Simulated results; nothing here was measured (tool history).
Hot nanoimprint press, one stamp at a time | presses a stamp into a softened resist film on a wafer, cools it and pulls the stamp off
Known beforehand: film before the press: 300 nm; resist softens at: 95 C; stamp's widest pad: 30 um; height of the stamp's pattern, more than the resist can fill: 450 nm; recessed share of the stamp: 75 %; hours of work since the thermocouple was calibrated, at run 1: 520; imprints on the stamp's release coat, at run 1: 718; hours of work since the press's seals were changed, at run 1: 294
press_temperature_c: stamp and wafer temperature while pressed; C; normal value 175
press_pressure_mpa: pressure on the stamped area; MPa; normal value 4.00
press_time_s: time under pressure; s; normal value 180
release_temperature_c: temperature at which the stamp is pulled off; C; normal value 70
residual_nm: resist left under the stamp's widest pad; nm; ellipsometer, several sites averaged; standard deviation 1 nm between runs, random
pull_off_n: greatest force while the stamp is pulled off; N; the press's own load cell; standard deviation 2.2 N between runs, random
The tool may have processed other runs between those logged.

run,hour,press_temperature_c,press_pressure_mpa,press_time_s,release_temperature_c,hours of work since the thermocouple was calibrated,imprints on the stamp's release coat,hours of work since the press's seals were changed,residual_nm,pull_off_n
1,0.0,175,4.00,180,70,520,718,294,155.6,117
2,6.1,175,4.37,180,70,524,738,298,151.3,117
3,11.0,175,4.00,180,65,528,753,302,156.0,135
4,19.5,175,4.00,180,65,534,781,308,155.0,132
5,26.3,175,4.00,218,65,539,803,313,147.5,136
6,34.0,175,4.00,218,65,544,828,318,146.2,136
7,39.9,175,4.00,180,58,549,848,323,156.7,153
8,45.1,169,4.00,180,70,552,864,326,180.4,119
9,50.6,175,4.00,180,55,556,882,330,155.5,166
10,55.9,175,4.00,180,55,560,899,334,155.0,172
# hour 59.8: plate thermocouple calibrated
11,68.9,175,4.00,180,55,7,932,342,151.3,166
12,76.0,175,4.00,180,73,12,955,347,151.6,109
13,82.0,175,4.00,180,73,16,975,351,151.2,112
14,89.5,175,4.00,180,73,22,999,357,150.9,114
15,94.0,175,4.00,180,73,25,1014,360,152.6,113
16,105.1,185,4.00,180,70,33,1050,368,118.6,122
17,112.1,185,4.36,112,70,38,1072,373,134.4,128
18,120.7,176,5.91,112,70,44,1100,379,141.2,123

Forecast run 19:
19,129.5,173,4.94,308,70,51,1129,386,?,?

Run 19 came out at residual_nm 119.2 nm, pull_off_n 128 N.
With the hidden condition absent and the run-to-run variation left alone, this run would have shown residual_nm 117.3 nm, pull_off_n 98 N.

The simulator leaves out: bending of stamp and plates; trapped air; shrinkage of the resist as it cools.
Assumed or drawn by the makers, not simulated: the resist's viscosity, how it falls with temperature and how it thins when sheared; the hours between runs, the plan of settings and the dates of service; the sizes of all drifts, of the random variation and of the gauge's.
